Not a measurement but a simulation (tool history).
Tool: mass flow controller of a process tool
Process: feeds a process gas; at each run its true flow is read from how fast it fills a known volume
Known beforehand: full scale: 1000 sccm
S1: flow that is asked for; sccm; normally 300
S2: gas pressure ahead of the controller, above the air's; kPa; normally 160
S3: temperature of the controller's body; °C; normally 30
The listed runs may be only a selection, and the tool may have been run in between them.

{"run": 1, "day": 0.0, "S1": 300, "S2": 160, "S3": 30, "true flow (%)": 98.84}
{"run": 2, "day": 2.958, "S1": 300, "S2": 160, "S3": 30, "true flow (%)": 98.88}
{"run": 3, "day": 7.579, "S1": 300, "S2": 160, "S3": 30, "true flow (%)": 98.88}
{"run": 4, "day": 11.867, "S1": 300, "S2": 160, "S3": 30, "true flow (%)": 98.81}
{"run": 5, "day": 16.667, "S1": 300, "S2": 160, "S3": 30, "true flow (%)": 98.76}
{"run": 6, "day": 21.725, "S1": 300, "S2": 160, "S3": 30, "true flow (%)": 98.71}
{"run": 7, "day": 26.425, "S1": 300, "S2": 160, "S3": 30, "true flow (%)": 98.67}
{"run": 8, "day": 28.6, "S1": 300, "S2": 160, "S3": 30, "true flow (%)": 98.68}
{"run": 9, "day": 33.033, "S1": 300, "S2": 160, "S3": 30, "true flow (%)": 98.65}
{"run": 10, "day": 35.442, "S1": 300, "S2": 160, "S3": 30, "true flow (%)": 98.64}
{"run": 11, "day": 40.142, "S1": 300, "S2": 160, "S3": 30, "true flow (%)": 98.59}
{"run": 12, "day": 44.371, "S1": 300, "S2": 160, "S3": 30, "true flow (%)": 98.5}
{"run": 13, "day": 46.688, "S1": 439, "S2": 145, "S3": 37, "true flow (%)": 99.65}
{"run": 14, "day": 50.088, "S1": 439, "S2": 145, "S3": 37, "true flow (%)": 99.67}
{"run": 15, "day": 55.104, "S1": 300, "S2": 151, "S3": 35, "true flow (%)": 99.11}
{"day": 55.338, "done": "controller's zero set anew"}
{"run": 16, "day": 57.971, "S1": 300, "S2": 151, "S3": 35, "true flow (%)": 98.4}
{"run": 17, "day": 61.808, "S1": 300, "S2": 151, "S3": 35, "true flow (%)": 98.5}
{"run": 18, "day": 64.692, "S1": 300, "S2": 151, "S3": 35, "true flow (%)": 98.45}
{"run": 19, "day": 66.975, "S1": 556, "S2": 152, "S3": 22, "true flow (%)": 98.06}
{"run": 20, "day": 70.596, "S1": 556, "S2": 152, "S3": 22, "true flow (%)": 97.85}
{"run": 21, "day": 75.175, "S1": 556, "S2": 152, "S3": 22, "true flow (%)": 97.88}
{"day": 77.742, "done": "controller's zero set anew, once more"}
{"run": 22, "day": 78.888, "S1": 556, "S2": 152, "S3": 22, "true flow (%)": 98.67}
{"run": 23, "day": 82.746, "S1": 556, "S2": 152, "S3": 22, "true flow (%)": 98.56}

Branching from run 23: 3 alternative next runs. What would each branch give?
{"run": "A", "day": 85.667, "S1": 409, "S2": 152, "S3": 22, "true flow (%)": "?"}
{"run": "B", "day": 85.667, "S1": 133, "S2": 255, "S3": 35, "true flow (%)": "?"}
{"run": "C", "day": 85.667, "S1": 443, "S2": 267, "S3": 34, "true flow (%)": "?"}

run=A true_flow_(%)=98.47
run=B true_flow_(%)=99.79
run=C true_flow_(%)=100.43
Without the tool's hidden state the same runs would have given:
run=A true_flow_(%)=98.61
run=B true_flow_(%)=100.09
run=C true_flow_(%)=100.57
